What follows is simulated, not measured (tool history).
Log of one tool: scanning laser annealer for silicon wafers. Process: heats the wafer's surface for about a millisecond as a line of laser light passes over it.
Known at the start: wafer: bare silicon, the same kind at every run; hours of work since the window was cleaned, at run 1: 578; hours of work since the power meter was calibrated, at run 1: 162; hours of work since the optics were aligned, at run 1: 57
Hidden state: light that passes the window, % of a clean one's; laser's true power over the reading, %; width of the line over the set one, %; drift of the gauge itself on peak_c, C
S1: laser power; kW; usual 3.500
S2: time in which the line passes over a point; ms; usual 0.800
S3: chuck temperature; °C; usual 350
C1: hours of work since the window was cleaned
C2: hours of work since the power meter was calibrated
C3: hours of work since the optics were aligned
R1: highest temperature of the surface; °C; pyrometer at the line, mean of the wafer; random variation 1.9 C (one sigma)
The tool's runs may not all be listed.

run 1 hour=0.0 | S1=3.500 S2=0.800 S3=350 | C1=578 C2=162 C3=57 | R1=1126
run 2 hour=35.7 | S1=3.500 S2=0.800 S3=350 | C1=603 C2=187 C3=82 | R1=1122
run 3 hour=64.4 | S1=3.500 S2=0.800 S3=350 | C1=624 C2=207 C3=103 | R1=1122
run 4 hour=88.1 | S1=3.500 S2=0.800 S3=350 | C1=640 C2=224 C3=119 | R1=1121
run 5 hour=114.6 | S1=3.500 S2=0.800 S3=350 | C1=659 C2=243 C3=138 | R1=1118
run 6 hour=151.7 | S1=3.500 S2=0.800 S3=350 | C1=685 C2=269 C3=164 | R1=1114
-- hour=158.5 window over the wafer cleaned
run 7 hour=188.3 | S1=3.500 S2=0.800 S3=350 | C1=21 C2=293 C3=188 | R1=1166
run 8 hour=206.0 | S1=3.500 S2=0.800 S3=350 | C1=33 C2=306 C3=201 | R1=1166
run 9 hour=221.9 | S1=3.849 S2=0.800 S3=350 | C1=45 C2=317 C3=212 | R1=1268
run 10 hour=244.8 | S1=3.849 S2=0.800 S3=350 | C1=61 C2=333 C3=228 | R1=1264
run 11 hour=280.3 | S1=3.500 S2=0.759 S3=350 | C1=86 C2=358 C3=253 | R1=1136
run 12 hour=316.3 | S1=3.500 S2=0.759 S3=350 | C1=111 C2=383 C3=279 | R1=1137
run 13 hour=352.9 | S1=3.500 S2=0.759 S3=350 | C1=137 C2=409 C3=304 | R1=1136
run 14 hour=379.0 | S1=3.500 S2=0.800 S3=350 | C1=155 C2=428 C3=323 | R1=1152
run 15 hour=400.9 | S1=3.500 S2=0.800 S3=350 | C1=171 C2=443 C3=338 | R1=1149
run 16 hour=434.0 | S1=3.500 S2=0.800 S3=350 | C1=194 C2=466 C3=361 | R1=1149
run 17 hour=468.5 | S1=3.500 S2=0.800 S3=350 | C1=218 C2=491 C3=386 | R1=1147
run 18 hour=507.3 | S1=3.500 S2=0.800 S3=350 | C1=246 C2=518 C3=413 | R1=1144
run 19 hour=542.5 | S1=3.500 S2=0.800 S3=350 | C1=270 C2=543 C3=438 | R1=1143
run 20 hour=582.1 | S1=3.500 S2=0.800 S3=350 | C1=298 C2=571 C3=466 | R1=1139
run 21 hour=621.7 | S1=3.500 S2=0.736 S3=350 | C1=326 C2=598 C3=494 | R1=1102
run 22 hour=656.5 | S1=3.500 S2=0.736 S3=350 | C1=351 C2=623 C3=518 | R1=1100
run 23 hour=685.4 | S1=3.608 S2=0.603 S3=374 | C1=371 C2=643 C3=539 | R1=1087
run 24 hour=708.1 | S1=3.500 S2=0.578 S3=350 | C1=387 C2=659 C3=555 | R1=1018
run 25 hour=730.7 | S1=3.500 S2=0.578 S3=350 | C1=403 C2=675 C3=570 | R1=1019
run 26 hour=748.6 | S1=3.500 S2=0.651 S3=350 | C1=416 C2=688 C3=583 | R1=1055
run 27 hour=770.9 | S1=3.297 S2=0.986 S3=375 | C1=431 C2=704 C3=599 | R1=1161
run 28 hour=787.8 | S1=3.297 S2=0.881 S3=375 | C1=443 C2=715 C3=611 | R1=1125
run 29 hour=816.8 | S1=3.297 S2=0.884 S3=358 | C1=464 C2=736 C3=631 | R1=1107
run 30 hour=852.7 | S1=3.233 S2=0.737 S3=360 | C1=489 C2=761 C3=656 | R1=1030
run 31 hour=879.4 | S1=3.233 S2=0.737 S3=360 | C1=508 C2=780 C3=675 | R1=1027
run 32 hour=897.1 | S1=3.169 S2=0.672 S3=363 | C1=520 C2=792 C3=688 | R1=985
run 33 hour=921.7 | S1=3.169 S2=0.906 S3=363 | C1=537 C2=810 C3=705 | R1=1075
run 34 hour=944.4 | S1=3.169 S2=0.906 S3=363 | C1=553 C2=826 C3=721 | R1=1075
run 35 hour=967.6 | S1=3.169 S2=0.906 S3=363 | C1=570 C2=842 C3=737 | R1=1070
run 36 hour=985.5 | S1=3.680 S2=0.600 S3=371 | C1=582 C2=855 C3=750 | R1=1078
run 37 hour=1003.3 | S1=3.680 S2=0.600 S3=371 | C1=595 C2=867 C3=762 | R1=1079
run 38 hour=1022.8 | S1=3.044 S2=0.921 S3=327 | C1=609 C2=881 C3=776 | R1=1002
run 39 hour=1061.4 | S1=3.369 S2=0.674 S3=350 | C1=636 C2=908 C3=803 | R1=1014
run 40 hour=1093.8 | S1=3.500 S2=0.800 S3=348 | C1=659 C2=931 C3=826 | R1=1100

Forecast each of these 3 alternatives for the next run:
run A hour=1133.2 | S1=3.500 S2=0.800 S3=371 | C1=686 C2=959 C3=854 | R1=?
run B hour=1133.2 | S1=3.500 S2=0.597 S3=358 | C1=686 C2=959 C3=854 | R1=?
run C hour=1133.2 | S1=3.441 S2=0.838 S3=386 | C1=686 C2=959 C3=854 | R1=?

run=A R1=1115
run=B R1=1012
run=C R1=1130
Without the tool's hidden state the same runs would have given:
run=A R1=1196
run=B R1=1082
run=C R1=1211
